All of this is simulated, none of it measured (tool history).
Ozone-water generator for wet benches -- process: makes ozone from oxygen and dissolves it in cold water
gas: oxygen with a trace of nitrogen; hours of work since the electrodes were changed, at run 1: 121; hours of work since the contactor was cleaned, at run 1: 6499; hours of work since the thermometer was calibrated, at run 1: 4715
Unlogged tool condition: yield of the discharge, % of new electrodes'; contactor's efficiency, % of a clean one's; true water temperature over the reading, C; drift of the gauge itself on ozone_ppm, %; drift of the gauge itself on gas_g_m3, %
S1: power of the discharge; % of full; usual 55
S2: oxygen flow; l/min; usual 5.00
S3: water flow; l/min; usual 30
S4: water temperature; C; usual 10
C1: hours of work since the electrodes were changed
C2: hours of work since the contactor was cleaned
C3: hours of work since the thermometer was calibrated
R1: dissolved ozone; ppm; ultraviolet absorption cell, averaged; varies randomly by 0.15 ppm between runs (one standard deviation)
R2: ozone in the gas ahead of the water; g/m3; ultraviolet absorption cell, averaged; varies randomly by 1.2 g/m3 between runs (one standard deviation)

run   hour  S1    S2  S3  S4   C1    C2    C3    R1     R2
  1    0.0  55  5.00  30  10  121  6499  4715  17.1  212.3
  2   62.1  55  5.00  30  10  162  6541  4757  17.3  212.0
  3   92.5  55  5.00  30  10  183  6561  4778  17.0  209.6
  4  138.3  55  5.00  30  10  214  6592  4808  17.0  209.7
  5  176.2  55  5.00  30  10  239  6618  4834  16.9  210.3
     237.2  -- water thermometer calibrated
  6  237.2  55  5.00  30  10  280  6658     0  17.2  208.3
  7  280.3  55  5.00  30  10  309  6687    29  17.0  211.2
  8  332.1  55  5.00  39  10  343  6722    64  12.7  209.3
  9  393.4  55  4.82  20  16  385  6763   105  23.6  211.9
 10  439.3  55  4.82  20  16  415  6794   136  23.9  213.5
 11  468.6  52  4.33  23   8  435  6814   155  21.5  217.3
 12  496.4  48  3.80  27  10  454  6832   174  16.3  220.1
 13  528.0  68  4.74  30  10  475  6854   195  18.7  241.3

For run 14, what comes out?
 14  562.9  56  3.07  24  18  498  6877  219   ?   ?

Run 14 yielded R1 17.3 ppm, R2 259.4 g/m3.
Had the tool carried no hidden state, the very same run would have given R1 18.7 ppm, R2 262.6 g/m3.

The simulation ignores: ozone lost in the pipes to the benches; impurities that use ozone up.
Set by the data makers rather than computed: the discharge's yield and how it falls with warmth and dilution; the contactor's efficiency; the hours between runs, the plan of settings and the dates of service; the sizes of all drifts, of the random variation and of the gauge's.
